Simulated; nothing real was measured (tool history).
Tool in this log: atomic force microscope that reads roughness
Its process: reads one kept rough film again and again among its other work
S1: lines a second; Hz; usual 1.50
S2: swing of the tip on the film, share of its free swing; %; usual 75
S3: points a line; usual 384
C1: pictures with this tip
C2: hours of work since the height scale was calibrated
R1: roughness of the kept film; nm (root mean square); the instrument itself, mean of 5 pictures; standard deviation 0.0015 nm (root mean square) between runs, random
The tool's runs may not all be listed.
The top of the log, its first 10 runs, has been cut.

run	hour	S1	S2	S3	C1	C2	R1
11	279.0	0.60	75	924	28	624	0.607
12	312.5	2.41	75	924	53	637	0.526
13	340.7	1.50	75	384	74	649	0.562
# hour 344.8: height scale calibrated on a step standard
14	377.0	1.50	75	384	100	13	0.564
15	410.0	1.50	75	384	124	27	0.566
16	439.2	1.50	75	384	146	39	0.565
# hour 450.5: height scale calibrated on a step standard, once more
17	463.8	1.50	75	384	163	5	0.559
18	496.8	0.90	86	384	187	19	0.556
19	513.8	0.90	86	384	200	26	0.555
20	540.5	2.19	74	297	220	37	0.534
21	568.9	1.90	58	437	241	49	0.596
22	591.3	0.73	58	541	257	58	0.615
23	613.0	0.60	77	355	273	67	0.593
24	635.6	1.50	74	259	290	77	0.560
25	665.7	0.87	89	384	312	89	0.547
26	700.3	0.87	89	384	338	104	0.543

Run 27 has not been measured yet. What should we expect?
# hour 715.6: new tip fitted
27	716.3	1.09	58	384	0	110	?

{"run 27": {"R1": 0.617}}
Minus the tool's unlogged condition, the same run would have read R1 0.616 nm (root mean square).
